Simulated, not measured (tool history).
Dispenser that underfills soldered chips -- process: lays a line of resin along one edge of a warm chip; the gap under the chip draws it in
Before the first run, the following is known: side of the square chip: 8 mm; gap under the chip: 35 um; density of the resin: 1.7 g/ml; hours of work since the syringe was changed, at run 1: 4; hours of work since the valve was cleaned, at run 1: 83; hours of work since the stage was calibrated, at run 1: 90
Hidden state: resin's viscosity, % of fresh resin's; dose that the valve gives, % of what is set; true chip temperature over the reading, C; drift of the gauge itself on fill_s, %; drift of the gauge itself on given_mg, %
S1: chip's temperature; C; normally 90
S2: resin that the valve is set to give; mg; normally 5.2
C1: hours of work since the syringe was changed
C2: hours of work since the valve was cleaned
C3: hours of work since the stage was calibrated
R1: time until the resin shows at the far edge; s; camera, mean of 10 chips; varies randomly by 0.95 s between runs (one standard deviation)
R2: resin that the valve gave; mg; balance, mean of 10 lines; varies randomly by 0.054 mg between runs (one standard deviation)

run	hour	S1	S2	C1	C2	C3	R1	R2
1	0	90	5.2	4	83	90	122.8	4.79
# hour 4.6: new syringe of resin
2	4.9	79	5.2	0	86	93	154.3	4.8
3	7.6	90	5.2	2	88	95	107.8	4.8
4	12.3	90	5.2	6	92	99	132.2	4.79
# hour 14.8: new syringe of resin
# hour 17.6: dispensing valve cleaned and set on the balance
5	17.6	78	5.2	1	0	102	171.7	5.11
6	22.1	86	5.2	5	3	106	147.7	5.2
7	24.3	90	5.2	7	5	107	134.8	5.2
# hour 26.2: new syringe of resin
8	26.7	89	5.2	0	7	109	100.3	5.17
9	30.7	89	5.2	3	10	112	122	5.1
10	35.5	86	5.2	7	14	116	169.7	5.12
# hour 36.4: new syringe of resin
11	37.8	85	5.2	1	15	117	122.7	5.14
12	41.1	85	5.2	4	18	120	143.2	5.21
13	45.3	85	5.2	7	21	123	172.7	5.12
# hour 46.7: new syringe of resin
14	49.6	85	5.2	2	24	126	134.1	5.05
15	52.8	90	6.03	5	27	129	124.1	5.91
16	55.3	90	6.03	7	29	131	136.2	5.91
# hour 57: new syringe of resin
17	59.4	90	5.2	2	31	134	105.2	5.01
18	64.3	87	6.48	6	35	137	145	6.26
# hour 67.5: new syringe of resin
19	69	97	6.12	1	39	141	73.9	5.94
20	71.8	101	6.62	3	41	143	69.4	6.54
21	74.8	79	4.78	6	43	145	220.3	4.68
22	77.1	75	4.99	7	45	147	288.9	4.79

What does the tool deliver on the next run?
# hour 77.8: new syringe of resin
23	79.5	95	4.82	1	47	149	?	?

{"run 23": {"R1": 87.4, "R2": 4.55}}
Had the tool carried no hidden state, the very same run would have given R1 75.7 s, R2 4.75 mg.
